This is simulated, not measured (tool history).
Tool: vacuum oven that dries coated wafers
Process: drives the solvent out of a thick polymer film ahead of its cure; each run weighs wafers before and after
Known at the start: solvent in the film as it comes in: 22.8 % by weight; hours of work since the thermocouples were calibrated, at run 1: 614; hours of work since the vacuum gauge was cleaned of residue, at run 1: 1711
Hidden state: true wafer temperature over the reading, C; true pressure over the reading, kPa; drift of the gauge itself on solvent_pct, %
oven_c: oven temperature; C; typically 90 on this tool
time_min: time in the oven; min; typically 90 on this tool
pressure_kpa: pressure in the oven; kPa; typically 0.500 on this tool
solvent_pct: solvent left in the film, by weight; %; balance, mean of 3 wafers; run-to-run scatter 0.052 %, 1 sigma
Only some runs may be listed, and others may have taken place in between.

run   hour  oven_c  time_min  pressure_kpa  hours of work since the thermocouples were calibrated  hours of work since the vacuum gauge was cleaned of residue  solvent_pct
  1    0.0      90        90         0.500                                                    614                                                         1711         2.06
  2   30.2      93        90         0.500                                                    633                                                         1730         1.72
  3   64.8      90        90         0.500                                                    654                                                         1752         2.18
  4  112.7      90        90         0.500                                                    684                                                         1782         2.29
  5  166.6      90        90         0.500                                                    718                                                         1815         2.29
  6  207.8      90        90         0.500                                                    744                                                         1841         2.33
     234.0  -- oven's thermocouples calibrated
  7  242.8      90        90         0.500                                                      6                                                         1862         2.19
  8  297.6      90        90         0.642                                                     40                                                         1896         2.29
  9  355.4      90        90         0.642                                                     76                                                         1932         2.37
 10  385.2      90        90         1.050                                                     94                                                         1951         2.77
 11  438.2      90        90         1.441                                                    128                                                         1984         3.25
 12  469.2      90        90         1.441                                                    147                                                         2003         3.24
 13  504.1     104        54         0.545                                                    169                                                         2025         1.83
 14  553.1      86        54         0.346                                                    199                                                         2056         5.32

Predict the results of run 15:
 15  600.5      89        90         1.533                                                    229                                                         2085            ?

solvent_pct: 3.69 %
Were there no unlogged condition in the tool, this run, its random variation unchanged, would have produced solvent_pct 2.95 %.
